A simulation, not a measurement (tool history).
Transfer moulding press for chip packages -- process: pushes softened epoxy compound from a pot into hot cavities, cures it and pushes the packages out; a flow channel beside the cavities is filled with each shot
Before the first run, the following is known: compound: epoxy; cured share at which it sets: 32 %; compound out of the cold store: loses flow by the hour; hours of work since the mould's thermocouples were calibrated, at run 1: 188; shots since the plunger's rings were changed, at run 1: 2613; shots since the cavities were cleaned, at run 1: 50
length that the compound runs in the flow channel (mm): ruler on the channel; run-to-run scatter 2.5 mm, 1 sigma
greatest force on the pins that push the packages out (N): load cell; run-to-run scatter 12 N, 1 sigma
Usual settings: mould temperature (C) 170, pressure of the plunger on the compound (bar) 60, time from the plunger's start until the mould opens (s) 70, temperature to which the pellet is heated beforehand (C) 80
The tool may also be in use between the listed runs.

run	hour	mould temperature (C)	pressure of the plunger on the compound (bar)	time from the plunger's start until the mould opens (s)	temperature to which the pellet is heated beforehand (C)	hours of work since the mould's thermocouples were calibrated	shots since the plunger's rings were changed	shots since the cavities were cleaned	incoming compound's hours out of the cold store	length that the compound runs in the flow channel (mm)	greatest force on the pins that push the packages out (N)
1	0	170	60	70	80	188	2613	50	16	831	593
2	22	170	60	70	80	204	2999	436	42.6	740	748
# hour 31.1: cavities cleaned with cleaning compound and waxed
3	35.7	170	60	70	80	212	3213	81	19.1	816	606
4	45.7	170	60	70	80	219	3389	257	15.1	826	682
5	56.4	170	60	70	80	226	3576	444	47.5	720	760
# hour 65.1: cavities cleaned with cleaning compound and waxed
6	71.5	170	60	70	80	236	3814	113	38.6	747	625
7	81.1	170	60	70	80	242	3983	282	21.9	798	682
8	95.6	170	60	70	80	252	4238	537	43.2	730	792
# hour 98.3: cavities cleaned with cleaning compound and waxed
9	107	170	60	70	80	259	4410	152	24.7	784	631
10	128.1	170	60	70	80	274	4780	522	32	757	780
# hour 130.9: cavities cleaned with cleaning compound and waxed
11	142.1	170	61.9	70	80	283	5000	196	17.3	819	666
12	153	170	60	70	80	290	5191	387	21.3	789	740
# hour 164.8: cavities cleaned with cleaning compound and waxed
13	171.5	170	60	70	80	302	5490	119	26.7	770	637
14	192.2	170	60	70	80	316	5853	482	36	738	764
# hour 198.4: cavities cleaned with cleaning compound and waxed
# hour 207.1: plunger's sealing rings changed
15	216.5	170	64.4	59	80	330	166	274	14.8	888	1105
# hour 233.3: cavities cleaned with cleaning compound and waxed
16	238	170	58.4	70	79	344	517	83	38.1	764	591
17	250.9	170	58.4	70	79	353	743	309	24.7	803	736
# hour 265.6: cavities cleaned with cleaning compound and waxed
18	273.2	172	60	70	80	368	1108	133	28.7	787	597
19	290.2	172	62.5	70	78	379	1405	430	23.6	821	695
# hour 298.1: cavities cleaned with cleaning compound and waxed
20	304.7	172	62.5	70	78	388	1634	115	17.7	844	575
21	315	172	62.5	70	78	395	1815	296	18.5	843	651
# hour 330.6: cavities cleaned with cleaning compound and waxed
22	331.2	178	60	70	86	406	2072	9	44	721	441
23	341.9	168	72.7	70	81	413	2260	197	29.1	873	750
24	351.2	173	56.6	109	71	419	2422	359	43.8	712	597
# hour 363: cavities cleaned with cleaning compound and waxed
25	369.6	173	56.6	109	71	431	2720	115	13.9	803	489
26	385	173	65	87	71	442	2989	384	35.8	781	588
# hour 396.6: cavities cleaned with cleaning compound and waxed
27	398.5	176	58.3	55	71	450	3201	34	26.1	763	676

Branching from run 27: 3 alternative next runs. What would each branch give?
A	411.3	170	57.3	70	80	459	3425	258	37.1	?	?
B	411.3	176	61.2	55	87	459	3425	258	26.4	?	?
C	411.3	171	60	77	89	459	3425	258	9.1	?	?

run	length that the compound runs in the flow channel (mm)	greatest force on the pins that push the packages out (N)
A	738	696
B	782	811
C	836	583
Without the tool's hidden state the same runs would have given:
run	length that the compound runs in the flow channel (mm)	greatest force on the pins that push the packages out (N)
A	770	549
B	815	644
C	872	453

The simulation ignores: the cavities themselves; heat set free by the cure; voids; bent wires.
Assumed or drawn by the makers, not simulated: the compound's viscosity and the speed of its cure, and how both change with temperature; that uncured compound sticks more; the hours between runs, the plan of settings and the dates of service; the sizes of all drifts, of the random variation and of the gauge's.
